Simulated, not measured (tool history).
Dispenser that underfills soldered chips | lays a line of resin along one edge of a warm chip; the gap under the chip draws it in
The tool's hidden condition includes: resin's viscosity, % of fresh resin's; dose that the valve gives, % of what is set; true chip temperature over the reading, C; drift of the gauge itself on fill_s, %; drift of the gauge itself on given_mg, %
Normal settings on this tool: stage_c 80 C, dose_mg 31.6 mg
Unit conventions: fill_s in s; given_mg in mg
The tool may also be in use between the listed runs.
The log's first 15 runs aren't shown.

| run | hour | stage_c | dose_mg | hours of work since the syringe was changed | hours of work since the valve was cleaned | hours of work since the stage was calibrated | fill_s | given_mg |
|---|---|---|---|---|---|---|---|---|
|  | 109.4 | new syringe of resin |
| 16 | 111.5 | 80 | 31.6 | 2 | 29 | 333 | 80.5 | 31.38 |
| 17 | 121.0 | 80 | 31.6 | 9 | 36 | 340 | 146.9 | 31.13 |
|  | 124.4 | new syringe of resin |
| 18 | 129.2 | 70 | 31.9 | 4 | 43 | 347 | 128.3 | 31.34 |
|  | 139.4 | new syringe of resin |
| 19 | 139.7 | 95 | 38.7 | 0 | 51 | 355 | 48.1 | 38.06 |
| 20 | 145.6 | 68 | 38.6 | 5 | 56 | 359 | 146.1 | 37.65 |
| 21 | 150.7 | 68 | 38.6 | 9 | 60 | 363 | 198.0 | 37.76 |
|  | 154.5 | new syringe of resin |
| 22 | 156.1 | 68 | 38.6 | 1 | 64 | 367 | 109.0 | 37.70 |
| 23 | 161.8 | 80 | 35.0 | 6 | 68 | 372 | 113.2 | 34.11 |
| 24 | 168.6 | 80 | 35.0 | 11 | 74 | 377 | 169.6 | 33.92 |
|  | 169.4 | new syringe of resin |
| 25 | 178.4 | 80 | 36.1 | 7 | 81 | 385 | 120.3 | 34.95 |
| 26 | 183.5 | 87 | 27.4 | 11 | 85 | 389 | 149.5 | 26.51 |
|  | 184.4 | new syringe of resin |
| 27 | 193.4 | 68 | 31.6 | 7 | 93 | 397 | 174.4 | 30.56 |
|  | 199.7 | new syringe of resin |
| 28 | 202.0 | 68 | 36.4 | 2 | 99 | 403 | 112.5 | 35.03 |
| 29 | 208.3 | 80 | 28.4 | 7 | 104 | 408 | 124.2 | 27.28 |
|  | 214.6 | new syringe of resin |
|  | 216.2 | dispensing valve cleaned and set on the balance |
| 30 | 218.5 | 92 | 29.8 | 2 | 2 | 415 | 63.8 | 29.73 |
| 31 | 226.0 | 77 | 27.7 | 8 | 8 | 421 | 155.6 | 27.59 |

Predict each of these 3 candidate next runs independently; none follows another, all start after run 31:
|  | 230.6 | new syringe of resin |
| A | 232.2 | 88 | 32.6 | 1 | 13 | 426 | ? | ? |
|  | 230.6 | new syringe of resin |
| B | 232.2 | 79 | 30.7 | 1 | 13 | 426 | ? | ? |
|  | 230.6 | new syringe of resin |
| C | 232.2 | 95 | 40.5 | 1 | 13 | 426 | ? | ? |

| run | fill_s | given_mg |
|---|---|---|
| A | 63.9 | 32.52 |
| B | 81.7 | 30.54 |
| C | 51.4 | 40.32 |
What these runs would have given with no unlogged condition in the tool:
| run | fill_s | given_mg |
|---|---|---|
| A | 60.1 | 32.69 |
| B | 77.1 | 30.70 |
| C | 48.4 | 40.52 |
